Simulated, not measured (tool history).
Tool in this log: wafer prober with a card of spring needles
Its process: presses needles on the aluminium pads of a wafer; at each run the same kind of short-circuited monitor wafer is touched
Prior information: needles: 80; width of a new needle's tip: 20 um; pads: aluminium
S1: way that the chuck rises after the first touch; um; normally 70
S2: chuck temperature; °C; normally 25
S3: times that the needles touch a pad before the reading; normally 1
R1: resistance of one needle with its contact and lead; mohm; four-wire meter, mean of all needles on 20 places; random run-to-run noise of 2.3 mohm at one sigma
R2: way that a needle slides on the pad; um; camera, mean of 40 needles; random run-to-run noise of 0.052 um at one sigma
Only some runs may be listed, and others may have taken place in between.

run 1 hour=0 | S1=70 S2=25 S3=1 | R1=365 R2=15.32
-- hour=0.5 tips cleaned on abrasive film
run 2 hour=7.3 | S1=70 S2=25 S3=1 | R1=339 R2=15.21
-- hour=13.6 tips cleaned on abrasive film
run 3 hour=15.3 | S1=70 S2=25 S3=1 | R1=301 R2=15.36
run 4 hour=20.1 | S1=70 S2=25 S3=3 | R1=290 R2=15.28
-- hour=26.3 tips cleaned on abrasive film
run 5 hour=28.3 | S1=70 S2=25 S3=3 | R1=274 R2=15.23
run 6 hour=37.7 | S1=54 S2=25 S3=1 | R1=433 R2=11.78
-- hour=39.4 tips cleaned on abrasive film
run 7 hour=46.3 | S1=66 S2=34 S3=2 | R1=321 R2=14.37
run 8 hour=50.3 | S1=59 S2=92 S3=1 | R1=402 R2=12.77
-- hour=52.2 tips cleaned on abrasive film
run 9 hour=57 | S1=55 S2=25 S3=3 | R1=302 R2=11.92
run 10 hour=63.2 | S1=55 S2=25 S3=3 | R1=319 R2=11.97
-- hour=65.6 tips cleaned on abrasive film
run 11 hour=68.4 | S1=56 S2=25 S3=1 | R1=330 R2=12.15
run 12 hour=75.5 | S1=56 S2=25 S3=1 | R1=404 R2=12.24

Predict each of these 4 candidate next runs independently; none follows another, all start after run 12:
-- hour=78.5 tips cleaned on abrasive film
run A hour=82.1 | S1=82 S2=34 S3=2 | R1=? R2=?
-- hour=78.5 tips cleaned on abrasive film
run B hour=82.1 | S1=72 S2=27 S3=1 | R1=? R2=?
-- hour=78.5 tips cleaned on abrasive film
run C hour=82.1 | S1=60 S2=31 S3=1 | R1=? R2=?
-- hour=78.5 tips cleaned on abrasive film
run D hour=82.1 | S1=64 S2=49 S3=2 | R1=? R2=?

run=A R1=281 R2=17.76
run=B R1=306 R2=15.78
run=C R1=326 R2=13
run=D R1=300 R2=13.95
Had the tool no hidden state, the same runs would have come out as:
run=A R1=258 R2=17.93
run=B R1=258 R2=15.95
run=C R1=259 R2=13.17
run=D R1=265 R2=14.12

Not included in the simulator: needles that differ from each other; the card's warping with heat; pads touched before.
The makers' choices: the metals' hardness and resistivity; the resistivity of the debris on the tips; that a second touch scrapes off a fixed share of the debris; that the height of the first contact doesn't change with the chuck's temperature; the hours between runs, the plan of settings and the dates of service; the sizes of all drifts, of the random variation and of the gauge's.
